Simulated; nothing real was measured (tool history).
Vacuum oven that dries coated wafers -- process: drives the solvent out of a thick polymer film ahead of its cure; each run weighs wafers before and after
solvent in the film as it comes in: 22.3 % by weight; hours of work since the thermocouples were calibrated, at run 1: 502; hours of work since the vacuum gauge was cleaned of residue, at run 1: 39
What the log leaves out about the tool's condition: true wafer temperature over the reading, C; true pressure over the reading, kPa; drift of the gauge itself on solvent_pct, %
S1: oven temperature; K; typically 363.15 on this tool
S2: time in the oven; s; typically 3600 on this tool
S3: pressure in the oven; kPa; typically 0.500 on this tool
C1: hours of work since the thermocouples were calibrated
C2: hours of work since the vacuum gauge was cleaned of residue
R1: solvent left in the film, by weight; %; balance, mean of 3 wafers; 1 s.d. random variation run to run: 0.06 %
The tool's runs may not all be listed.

run 1 hour=0.0 | S1=363.15 S2=3600 S3=0.500 | C1=502 C2=39 | R1=3.26
run 2 hour=32.5 | S1=363.15 S2=3600 S3=0.500 | C1=524 C2=61 | R1=3.17
run 3 hour=68.1 | S1=350.15 S2=3600 S3=0.500 | C1=548 C2=85 | R1=7.20
run 4 hour=102.1 | S1=363.15 S2=3600 S3=0.500 | C1=571 C2=108 | R1=3.35
run 5 hour=148.7 | S1=363.15 S2=3600 S3=0.500 | C1=603 C2=140 | R1=3.33
run 6 hour=184.2 | S1=363.15 S2=3600 S3=0.500 | C1=627 C2=164 | R1=3.26
run 7 hour=256.5 | S1=366.15 S2=3600 S3=0.500 | C1=676 C2=213 | R1=2.55
run 8 hour=303.5 | S1=363.15 S2=3960 S3=0.500 | C1=708 C2=245 | R1=2.79
run 9 hour=346.9 | S1=363.15 S2=3600 S3=0.500 | C1=737 C2=274 | R1=3.20
run 10 hour=389.2 | S1=363.15 S2=3600 S3=0.500 | C1=766 C2=303 | R1=3.24
run 11 hour=424.3 | S1=363.15 S2=3600 S3=0.500 | C1=790 C2=327 | R1=3.28
run 12 hour=496.2 | S1=374.15 S2=3600 S3=0.500 | C1=839 C2=376 | R1=1.16
run 13 hour=529.6 | S1=374.15 S2=3600 S3=0.500 | C1=862 C2=398 | R1=1.15
run 14 hour=566.3 | S1=363.15 S2=3600 S3=0.500 | C1=886 C2=423 | R1=3.26
run 15 hour=609.0 | S1=353.15 S2=3600 S3=0.500 | C1=915 C2=452 | R1=6.40
run 16 hour=655.0 | S1=353.15 S2=3600 S3=0.500 | C1=947 C2=484 | R1=6.24
run 17 hour=719.4 | S1=353.15 S2=3600 S3=0.500 | C1=991 C2=527 | R1=6.27
run 18 hour=762.7 | S1=363.15 S2=3600 S3=0.500 | C1=1020 C2=557 | R1=3.28
run 19 hour=821.9 | S1=378.15 S2=3600 S3=0.500 | C1=1060 C2=597 | R1=0.70
run 20 hour=869.8 | S1=378.15 S2=3600 S3=0.500 | C1=1093 C2=629 | R1=0.76
run 21 hour=929.8 | S1=378.15 S2=3600 S3=0.500 | C1=1133 C2=670 | R1=0.77
run 22 hour=981.5 | S1=378.15 S2=3600 S3=0.500 | C1=1169 C2=705 | R1=0.73
run 23 hour=1038.2 | S1=363.15 S2=4020 S3=0.500 | C1=1207 C2=744 | R1=2.66
run 24 hour=1103.6 | S1=363.15 S2=4020 S3=0.500 | C1=1251 C2=788 | R1=2.74
run 25 hour=1135.2 | S1=363.15 S2=2400 S3=0.500 | C1=1273 C2=810 | R1=5.76
run 26 hour=1180.6 | S1=357.15 S2=2400 S3=0.893 | C1=1304 C2=841 | R1=7.88
run 27 hour=1228.2 | S1=358.15 S2=4920 S3=0.500 | C1=1336 C2=873 | R1=3.01
run 28 hour=1268.0 | S1=375.15 S2=4920 S3=0.500 | C1=1363 C2=900 | R1=0.44
run 29 hour=1330.0 | S1=363.15 S2=3540 S3=1.021 | C1=1405 C2=942 | R1=3.71
run 30 hour=1376.8 | S1=370.15 S2=3660 S3=1.021 | C1=1437 C2=974 | R1=1.99
run 31 hour=1422.5 | S1=370.15 S2=3660 S3=1.021 | C1=1468 C2=1005 | R1=1.94
-- hour=1439.4 oven's thermocouples calibrated
run 32 hour=1494.3 | S1=351.15 S2=3900 S3=0.500 | C1=37 C2=1052 | R1=6.39
run 33 hour=1539.3 | S1=351.15 S2=3900 S3=0.500 | C1=68 C2=1083 | R1=6.30
run 34 hour=1609.6 | S1=374.15 S2=3900 S3=0.500 | C1=116 C2=1131 | R1=0.97
run 35 hour=1649.9 | S1=374.15 S2=3900 S3=0.402 | C1=143 C2=1158 | R1=0.90
run 36 hour=1687.8 | S1=374.15 S2=3900 S3=0.402 | C1=169 C2=1184 | R1=0.93
run 37 hour=1748.5 | S1=374.15 S2=3900 S3=0.402 | C1=210 C2=1225 | R1=0.97
run 38 hour=1803.4 | S1=374.15 S2=3900 S3=0.402 | C1=247 C2=1262 | R1=0.94
run 39 hour=1873.6 | S1=374.15 S2=3900 S3=0.402 | C1=295 C2=1310 | R1=0.89
run 40 hour=1934.4 | S1=350.15 S2=3300 S3=0.335 | C1=336 C2=1351 | R1=7.71
run 41 hour=1986.4 | S1=369.15 S2=2160 S3=0.419 | C1=372 C2=1387 | R1=4.56
run 42 hour=2024.8 | S1=369.15 S2=2160 S3=0.419 | C1=398 C2=1413 | R1=4.69
run 43 hour=2065.0 | S1=369.15 S2=2160 S3=0.419 | C1=425 C2=1440 | R1=4.67
run 44 hour=2134.0 | S1=369.15 S2=2160 S3=0.419 | C1=472 C2=1487 | R1=4.57
run 45 hour=2179.4 | S1=375.15 S2=2640 S3=0.502 | C1=503 C2=1518 | R1=2.05
run 46 hour=2219.5 | S1=364.15 S2=1860 S3=1.779 | C1=530 C2=1545 | R1=7.60

Hidden condition of the tool, last listed run before each entry between runs versus first listed run after:
Runs 31 to 32: oven's thermocouples calibrated (hour 1439.4)
  true wafer temperature over the reading, C: -0.1 -> 0.01; true pressure over the reading, kPa: 0.018 -> 0.019
